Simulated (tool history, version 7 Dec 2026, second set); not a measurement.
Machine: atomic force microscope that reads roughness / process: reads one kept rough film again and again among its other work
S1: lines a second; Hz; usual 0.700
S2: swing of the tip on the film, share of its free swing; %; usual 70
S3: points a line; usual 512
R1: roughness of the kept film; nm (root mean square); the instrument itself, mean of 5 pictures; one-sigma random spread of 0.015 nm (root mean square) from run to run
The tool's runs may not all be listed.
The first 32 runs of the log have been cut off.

run,hour,S1,S2,S3,R1
33,525.2,0.656,70,522,3.187
34,546.8,0.656,70,522,2.794
# hour 550.6: new tip fitted
35,563.7,0.747,62,358,3.390
36,577.2,0.747,62,358,3.124
37,594.2,0.700,64,614,2.873
# hour 598.6: new tip fitted
38,605.3,0.700,90,324,3.465
39,621.0,0.700,90,324,3.130
40,644.6,2.790,70,512,2.692
# hour 646.9: new tip fitted
41,662.3,0.700,70,627,3.355
42,679.5,1.727,58,704,3.037
# hour 694.4: new tip fitted
43,700.9,3.423,62,512,3.445
44,717.5,1.670,72,518,3.099
45,738.0,1.858,72,518,2.767
# hour 741.7: new tip fitted
46,758.2,0.927,66,512,3.313
47,776.0,0.927,66,512,2.976
# hour 789.1: new tip fitted
48,793.1,0.927,66,512,3.602
49,815.1,0.927,67,512,3.159
50,831.2,0.927,67,512,2.882
# hour 837.6: new tip fitted
51,844.4,0.927,67,512,3.557

Consider 4 possible next runs. They are alternatives, not a sequence: every one starts from the tool as it was left by run 51. What does each give?
A,866.7,0.511,68,271,?
B,866.7,0.540,70,388,?
C,866.7,1.194,74,512,?
D,866.7,0.818,73,311,?

run,R1
A,3.053
B,3.064
C,3.009
D,3.018
The same runs, with their run-to-run variation unchanged, on a tool lacking any hidden condition would have given:
run,R1
A,3.721
B,3.734
C,3.669
D,3.678
